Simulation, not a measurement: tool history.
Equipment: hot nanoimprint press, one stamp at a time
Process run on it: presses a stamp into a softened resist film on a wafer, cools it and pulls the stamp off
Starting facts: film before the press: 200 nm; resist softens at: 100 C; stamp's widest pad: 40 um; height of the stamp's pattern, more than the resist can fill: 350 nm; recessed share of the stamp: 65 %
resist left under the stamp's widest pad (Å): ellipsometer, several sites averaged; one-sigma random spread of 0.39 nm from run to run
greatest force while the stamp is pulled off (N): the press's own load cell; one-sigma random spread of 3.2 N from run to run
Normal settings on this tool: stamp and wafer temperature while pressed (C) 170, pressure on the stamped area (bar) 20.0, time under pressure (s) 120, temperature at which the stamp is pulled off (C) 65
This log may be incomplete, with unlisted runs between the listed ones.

run,hour,stamp and wafer temperature while pressed (C),pressure on the stamped area (bar),time under pressure (s),temperature at which the stamp is pulled off (C),resist left under the stamp's widest pad (Å),greatest force while the stamp is pulled off (N)
1,0.0,170,20.0,120,65,1037,154
2,6.2,170,13.9,120,65,1230,152
3,12.1,170,20.0,120,64,1026,147
4,17.6,170,20.0,120,64,1029,149
5,24.4,170,20.0,120,64,1029,159
6,32.8,170,20.0,120,59,1029,172
7,41.0,170,20.0,120,65,1024,146
8,46.2,170,20.0,120,65,1028,145
9,53.3,179,20.0,120,65,802,154
10,60.5,169,20.0,120,65,1049,146
# hour 64.9: plate thermocouple calibrated
11,71.6,169,20.0,120,65,1044,148
12,78.1,169,20.0,120,65,1037,148
13,84.7,177,12.2,120,65,1078,150
14,90.2,177,12.2,120,65,1077,150
15,95.5,162,12.2,154,71,1410,125
16,99.9,170,26.6,120,65,866,146
# hour 105.9: gauge calibrated
17,105.9,174,20.6,82,64,1036,159
18,110.4,174,20.6,82,64,1034,147
19,116.4,174,28.6,202,58,626,184
20,120.7,174,28.6,202,58,631,177
21,128.1,170,20.0,138,68,980,141
22,134.5,169,15.1,138,67,1149,140

Some steps in resist left under the stamp's widest pad (Å), run to run, broken into two amounts with sign: the step expected even without the hidden condition (settings, incoming material, random variation), and the rest, left for the hidden condition together with whatever gauge scatter is not in both the measured and the hidden-condition-free result:
Unlogged tool condition in this case: true temperature over the reading, C; pressure that arrives at the usual setting, %; grip of the stamp's worn release coat, % over a new coat's; drift of the gauge itself on residual_nm, %; drift of the gauge itself on pull_off_n, %.
Run 15 -> 16: stamp and wafer temperature while pressed (C) 162 -> 170, pressure on the stamped area (bar) 12.2 -> 26.6, time under pressure (s) 154 -> 120, temperature at which the stamp is pulled off (C) 71 -> 65. resist left under the stamp's widest pad (Å) -544: hidden state +10, all else -554.
Run 16 -> 17: stamp and wafer temperature while pressed (C) 170 -> 174, pressure on the stamped area (bar) 26.6 -> 20.6, time under pressure (s) 120 -> 82, temperature at which the stamp is pulled off (C) 65 -> 64, gauge calibrated. resist left under the stamp's widest pad (Å) +170: hidden state +18, all else +152.
Run 18 -> 19: pressure on the stamped area (bar) 20.6 -> 28.6, time under pressure (s) 82 -> 202, temperature at which the stamp is pulled off (C) 64 -> 58. resist left under the stamp's widest pad (Å) -408: hidden state -1, all else -407.

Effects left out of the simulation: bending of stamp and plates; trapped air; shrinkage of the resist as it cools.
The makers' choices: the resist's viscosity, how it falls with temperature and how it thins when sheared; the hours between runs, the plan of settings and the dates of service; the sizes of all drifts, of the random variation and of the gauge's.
